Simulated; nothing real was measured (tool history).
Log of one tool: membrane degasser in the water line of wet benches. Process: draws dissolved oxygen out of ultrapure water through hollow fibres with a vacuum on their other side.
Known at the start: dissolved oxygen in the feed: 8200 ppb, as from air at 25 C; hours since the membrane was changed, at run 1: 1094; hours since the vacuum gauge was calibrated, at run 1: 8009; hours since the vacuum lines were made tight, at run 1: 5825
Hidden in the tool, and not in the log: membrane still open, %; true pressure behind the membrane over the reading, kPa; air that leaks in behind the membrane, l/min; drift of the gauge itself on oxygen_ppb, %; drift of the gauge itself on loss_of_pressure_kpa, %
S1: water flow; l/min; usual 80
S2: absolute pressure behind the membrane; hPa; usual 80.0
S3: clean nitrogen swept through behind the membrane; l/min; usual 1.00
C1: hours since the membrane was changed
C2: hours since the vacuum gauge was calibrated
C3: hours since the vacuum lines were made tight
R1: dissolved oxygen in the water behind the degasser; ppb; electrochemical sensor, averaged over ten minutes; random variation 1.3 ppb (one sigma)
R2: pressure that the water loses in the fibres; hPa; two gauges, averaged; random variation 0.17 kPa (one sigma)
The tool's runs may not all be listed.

run,hour,S1,S2,S3,C1,C2,C3,R1,R2
1,0.0,80,80.0,1.00,1094,8009,5825,653.0,671.6
2,33.0,80,80.0,1.00,1127,8042,5858,652.1,670.8
3,55.0,80,80.0,1.00,1149,8064,5880,652.3,674.6
4,108.3,80,51.3,1.00,1203,8117,5933,300.9,673.1
5,156.6,80,51.3,1.00,1251,8165,5982,300.9,674.2
# hour 186.6: vacuum gauge calibrated
6,197.6,80,51.3,1.00,1291,11,6022,281.9,666.7
7,240.9,80,51.3,1.00,1335,54,6066,283.3,671.9
8,264.9,80,80.0,1.00,1359,78,6090,635.1,673.1
9,298.3,80,80.0,1.00,1392,112,6123,634.1,673.1
10,346.6,80,80.0,1.00,1440,160,6171,634.4,671.0
11,389.7,80,80.0,1.00,1483,203,6214,631.3,668.7
12,429.4,80,58.9,1.00,1523,243,6254,378.6,672.1
13,471.2,95,90.5,1.00,1565,285,6296,862.6,801.8
14,509.5,63,80.0,0.42,1603,323,6334,876.1,528.3
15,533.0,63,80.0,0.42,1627,346,6358,877.1,529.8
16,567.9,80,111.7,0.90,1662,381,6393,1066.8,673.1
17,621.1,57,111.7,1.85,1715,435,6446,499.4,479.0
18,647.3,75,69.9,1.58,1741,461,6472,360.3,633.0
19,680.3,117,73.6,1.23,1774,494,6505,686.4,986.2
20,705.6,80,99.8,0.65,1799,519,6530,1109.8,670.0
21,753.5,64,60.1,0.44,1847,567,6578,526.4,539.4
22,804.3,64,60.1,0.44,1898,618,6629,526.3,537.3
23,831.4,57,60.1,0.84,1925,645,6656,333.0,479.1
24,855.2,80,135.4,2.03,1949,669,6680,786.4,676.6

Hidden state or all else? Some run-to-run changes of R1, split into what the settings, what came in and random variation would give without the hidden state, and what is left for the hidden state (with any gauge scatter that isn't in both results):
Run 5 -> 6: vacuum gauge calibrated. R1 -19.0 ppb: hidden state -18.2, all else -0.8.
Run 16 -> 17: S1 80 -> 57, S3 0.90 -> 1.85. R1 -567.4 ppb: hidden state +3.5, all else -570.9.
Run 19 -> 20: S1 117 -> 80, S2 73.6 -> 99.8, S3 1.23 -> 0.65. R1 +423.4 ppb: hidden state -5.5, all else +428.9.
Run 20 -> 21: S1 80 -> 64, S2 99.8 -> 60.1, S3 0.65 -> 0.44. R1 -583.4 ppb: hidden state +2.0, all else -585.4.
